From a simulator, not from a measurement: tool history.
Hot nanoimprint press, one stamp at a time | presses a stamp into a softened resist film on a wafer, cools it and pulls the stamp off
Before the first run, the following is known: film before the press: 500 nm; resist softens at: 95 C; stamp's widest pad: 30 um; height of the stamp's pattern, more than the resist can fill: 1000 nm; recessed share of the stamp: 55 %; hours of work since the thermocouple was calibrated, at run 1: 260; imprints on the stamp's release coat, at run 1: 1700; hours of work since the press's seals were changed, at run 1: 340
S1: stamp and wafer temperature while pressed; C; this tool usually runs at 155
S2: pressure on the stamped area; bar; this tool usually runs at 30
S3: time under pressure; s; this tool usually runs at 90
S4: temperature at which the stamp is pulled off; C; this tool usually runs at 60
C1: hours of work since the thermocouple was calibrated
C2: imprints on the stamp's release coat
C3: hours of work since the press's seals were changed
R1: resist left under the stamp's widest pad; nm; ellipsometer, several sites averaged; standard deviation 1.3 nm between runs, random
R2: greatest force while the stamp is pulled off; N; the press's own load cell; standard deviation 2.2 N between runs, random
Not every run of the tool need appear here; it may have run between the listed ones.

Run 1, hour 0: usual settings; C1 260; C2 1700; C3 340. Result: R1 215 nm, R2 167 N.
Run 2, hour 17.8: usual settings; C1 270; C2 1746; C3 350. Result: R1 215.5 nm, R2 173 N.
Run 3, hour 29.1: usual settings but S2 28.9 bar; C1 276; C2 1776; C3 356. Result: R1 217.7 nm, R2 171 N.
Run 4, hour 52.7: usual settings; C1 289; C2 1838; C3 369. Result: R1 218.1 nm, R2 175 N.
Run 5, hour 70.5: usual settings; C1 299; C2 1884; C3 379. Result: R1 216.7 nm, R2 175 N.
Run 6, hour 89: usual settings; C1 310; C2 1933; C3 390. Result: R1 219.8 nm, R2 169 N.
Run 7, hour 104.1: usual settings; C1 318; C2 1972; C3 398. Result: R1 219.1 nm, R2 174 N.
Run 8, hour 115.4: usual settings but S4 45 C; C1 324; C2 2002; C3 404. Result: R1 218.6 nm, R2 216 N.
Run 9, hour 136.5: usual settings but S4 45 C; C1 336; C2 2057; C3 416. Result: R1 217.7 nm, R2 220 N.
Run 10, hour 151: usual settings but S4 53 C; C1 344; C2 2095; C3 424. Result: R1 220.8 nm, R2 197 N.
Run 11, hour 172.3: usual settings but S4 53 C; C1 356; C2 2150; C3 436. Result: R1 220.9 nm, R2 211 N.
Run 12, hour 193.8: usual settings but S4 53 C; C1 368; C2 2207; C3 448. Result: R1 219.4 nm, R2 211 N.
Run 13, hour 207.2: usual settings but S4 53 C; C1 376; C2 2242; C3 456. Result: R1 220 nm, R2 208 N.
At hour 225.2: plate thermocouple calibrated.
Run 14, hour 227.3: usual settings but S3 124 s; C1 1; C2 2286; C3 465. Result: R1 178.7 nm, R2 187 N.
Run 15, hour 243.6: usual settings but S3 124 s, S4 63 C; C1 10; C2 2329; C3 474. Result: R1 176.5 nm, R2 183 N.
Run 16, hour 254.2: usual settings but S2 23.6 bar, S3 174 s; C1 16; C2 2356; C3 480. Result: R1 174.8 nm, R2 186 N.
Run 17, hour 277.2: usual settings but S1 167 C, S2 23.6 bar, S3 174 s; C1 29; C2 2417; C3 493. Result: R1 81.6 nm, R2 184 N.

Estimate the outcome of run 18 from the log above:
Run 18, hour 289.3: usual settings but S3 131 s; C1 36; C2 2448; C3 500. Result: R1 ?, R2 ?.

{"run 18": {"R1": 174.6, "R2": 196}}
Without the tool's hidden state the same run would have given R1 168.1 nm, R2 100 N.

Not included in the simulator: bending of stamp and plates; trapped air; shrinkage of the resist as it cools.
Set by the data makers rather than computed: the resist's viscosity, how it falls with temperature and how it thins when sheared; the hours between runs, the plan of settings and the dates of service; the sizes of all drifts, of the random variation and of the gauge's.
